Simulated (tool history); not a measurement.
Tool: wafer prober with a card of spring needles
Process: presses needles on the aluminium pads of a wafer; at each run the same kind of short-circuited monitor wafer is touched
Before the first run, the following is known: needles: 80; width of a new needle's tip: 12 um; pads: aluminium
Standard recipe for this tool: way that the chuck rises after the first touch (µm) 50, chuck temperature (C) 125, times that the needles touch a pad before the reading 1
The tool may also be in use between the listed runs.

run,hour,way that the chuck rises after the first touch (µm),chuck temperature (C),times that the needles touch a pad before the reading,resistance of one needle with its contact and lead (mohm),way that a needle slides on the pad (µm)
1,0,50,125,1,207,9.95
# hour 10.8: tips cleaned on abrasive film
# hour 28.7: tips cleaned on abrasive film
# hour 46.6: tips cleaned on abrasive film
2,58,50,125,1,205,9.94
# hour 61.7: tips cleaned on abrasive film
# hour 76: tips cleaned on abrasive film
# hour 90.3: tips cleaned on abrasive film
3,97.4,50,125,1,206,9.97
# hour 108.2: tips cleaned on abrasive film
# hour 122.5: tips cleaned on abrasive film
# hour 136.8: tips cleaned on abrasive film
# hour 137.1: height of the first contact set anew
# hour 151.5: tips cleaned on abrasive film
# hour 169.4: tips cleaned on abrasive film
4,179.3,50,125,1,203,9.93
# hour 186.5: tips cleaned on abrasive film
# hour 200.9: tips cleaned on abrasive film
# hour 215.2: tips cleaned on abrasive film
# hour 233.1: tips cleaned on abrasive film
5,242.6,50,72,1,199,9.95
# hour 249.8: tips cleaned on abrasive film
# hour 264.2: tips cleaned on abrasive film
# hour 278.5: tips cleaned on abrasive film
# hour 296.4: tips cleaned on abrasive film
# hour 314.3: tips cleaned on abrasive film
6,318.9,50,72,1,198,9.92
# hour 329.7: tips cleaned on abrasive film
# hour 330: height of the first contact set anew
# hour 347.9: tips cleaned on abrasive film
# hour 365.8: tips cleaned on abrasive film
# hour 380.1: tips cleaned on abrasive film
# hour 398: tips cleaned on abrasive film
7,401.4,50,125,1,207,9.91
# hour 415.8: tips cleaned on abrasive film
# hour 430.1: tips cleaned on abrasive film
# hour 447.5: tips cleaned on abrasive film
8,447.5,50,125,1,208,9.92
# hour 461.9: tips cleaned on abrasive film
# hour 476.2: tips cleaned on abrasive film
# hour 494.1: tips cleaned on abrasive film
# hour 512: tips cleaned on abrasive film
# hour 523: height of the first contact set anew
# hour 528.4: tips cleaned on abrasive film
9,528.4,50,125,1,204,9.91
# hour 542.7: tips cleaned on abrasive film
# hour 557.1: tips cleaned on abrasive film
# hour 575: tips cleaned on abrasive film
# hour 589.3: tips cleaned on abrasive film
# hour 603.7: tips cleaned on abrasive film
10,615.9,50,125,1,206,9.89
# hour 619.6: tips cleaned on abrasive film
# hour 637.5: tips cleaned on abrasive film
# hour 655.4: tips cleaned on abrasive film
# hour 669.7: tips cleaned on abrasive film
# hour 687.6: tips cleaned on abrasive film
# hour 702: tips cleaned on abrasive film
11,708.5,50,125,1,206,9.88
# hour 715.9: height of the first contact set anew
# hour 719.6: tips cleaned on abrasive film
# hour 737.5: tips cleaned on abrasive film
# hour 755.3: tips cleaned on abrasive film
# hour 773.2: tips cleaned on abrasive film
# hour 788.5: tips cleaned on abrasive film
12,788.5,50,125,1,208,9.88
# hour 802.9: tips cleaned on abrasive film
# hour 820.8: tips cleaned on abrasive film
# hour 835.1: tips cleaned on abrasive film
# hour 849.4: tips cleaned on abrasive film
13,863.5,48,45,2,191,9.48
# hour 867.2: tips cleaned on abrasive film
# hour 885.1: tips cleaned on abrasive film
# hour 903: tips cleaned on abrasive film
# hour 915: card fitted with new needles
# hour 932.9: tips cleaned on abrasive film
# hour 947.2: tips cleaned on abrasive film
14,951.2,48,45,2,191,9.45
# hour 962: tips cleaned on abrasive film
# hour 976.3: tips cleaned on abrasive film
# hour 990.7: tips cleaned on abrasive film
# hour 1008.6: tips cleaned on abrasive film
# hour 1026.5: tips cleaned on abrasive film
# hour 1043.3: tips cleaned on abrasive film
15,1043.3,61,125,1,204,12.01
# hour 1057.6: tips cleaned on abrasive film
# hour 1075.5: tips cleaned on abrasive film
# hour 1093.4: tips cleaned on abrasive film
# hour 1107.9: height of the first contact set anew
# hour 1111.6: tips cleaned on abrasive film
# hour 1129.5: tips cleaned on abrasive film
16,1133.3,61,125,1,203,11.97
# hour 1144.1: tips cleaned on abrasive film
# hour 1158.4: tips cleaned on abrasive film
# hour 1176.3: tips cleaned on abrasive film
# hour 1194.2: tips cleaned on abrasive film
17,1207.3,61,125,1,202,11.99
# hour 1211: tips cleaned on abrasive film
# hour 1228.9: tips cleaned on abrasive film
# hour 1246.8: tips cleaned on abrasive film
# hour 1261.1: tips cleaned on abrasive film
# hour 1279: tips cleaned on abrasive film
18,1285.1,64,125,2,199,12.55
# hour 1295.9: tips cleaned on abrasive film
# hour 1299.8: height of the first contact set anew
# hour 1314.1: tips cleaned on abrasive film
# hour 1332: tips cleaned on abrasive film
# hour 1346.4: tips cleaned on abrasive film
# hour 1364.3: tips cleaned on abrasive film
19,1372,64,125,2,203,12.53
# hour 1379.2: tips cleaned on abrasive film
# hour 1393.6: tips cleaned on abrasive film
# hour 1407.9: tips cleaned on abrasive film
# hour 1422.6: tips cleaned on abrasive film
20,1422.6,64,125,2,204,12.54
# hour 1440.5: tips cleaned on abrasive film
# hour 1454.8: tips cleaned on abrasive film
# hour 1472.7: tips cleaned on abrasive film
# hour 1487.1: tips cleaned on abrasive film
# hour 1490.9: height of the first contact set anew
# hour 1505.3: tips cleaned on abrasive film
21,1506.5,50,57,1,192,9.79
# hour 1520.9: tips cleaned on abrasive film
# hour 1535.2: tips cleaned on abrasive film
# hour 1553.1: tips cleaned on abrasive film
# hour 1567.5: tips cleaned on abrasive film
22,1567.7,50,57,1,192,9.78
# hour 1582: tips cleaned on abrasive film
# hour 1599.9: tips cleaned on abrasive film
# hour 1617.8: tips cleaned on abrasive film
# hour 1632.2: tips cleaned on abrasive film
23,1644.1,50,58,3,191,9.76
# hour 1647.8: tips cleaned on abrasive film
# hour 1662.1: tips cleaned on abrasive film
# hour 1680: tips cleaned on abrasive film
# hour 1683.9: height of the first contact set anew
# hour 1698.2: tips cleaned on abrasive film
# hour 1716.1: tips cleaned on abrasive film
# hour 1733.1: tips cleaned on abrasive film
24,1733.1,60,125,1,202,11.72

Here are 3 independent what-if runs from the current tool condition. What would each one return?
# hour 1747.5: tips cleaned on abrasive film
# hour 1765.4: tips cleaned on abrasive film
# hour 1781.7: tips cleaned on abrasive film
A,1781.7,33,125,1,?,?
# hour 1747.5: tips cleaned on abrasive film
# hour 1765.4: tips cleaned on abrasive film
# hour 1781.7: tips cleaned on abrasive film
B,1781.7,60,125,3,?,?
# hour 1747.5: tips cleaned on abrasive film
# hour 1765.4: tips cleaned on abrasive film
# hour 1781.7: tips cleaned on abrasive film
C,1781.7,50,98,1,?,?

run,resistance of one needle with its contact and lead (mohm),way that a needle slides on the pad (µm)
A,210,6.44
B,203,11.67
C,200,9.78
The same runs, with their run-to-run variation unchanged, on a tool lacking any hidden condition would have given:
run,resistance of one needle with its contact and lead (mohm),way that a needle slides on the pad (µm)
A,210,6.57
B,203,11.92
C,200,9.99
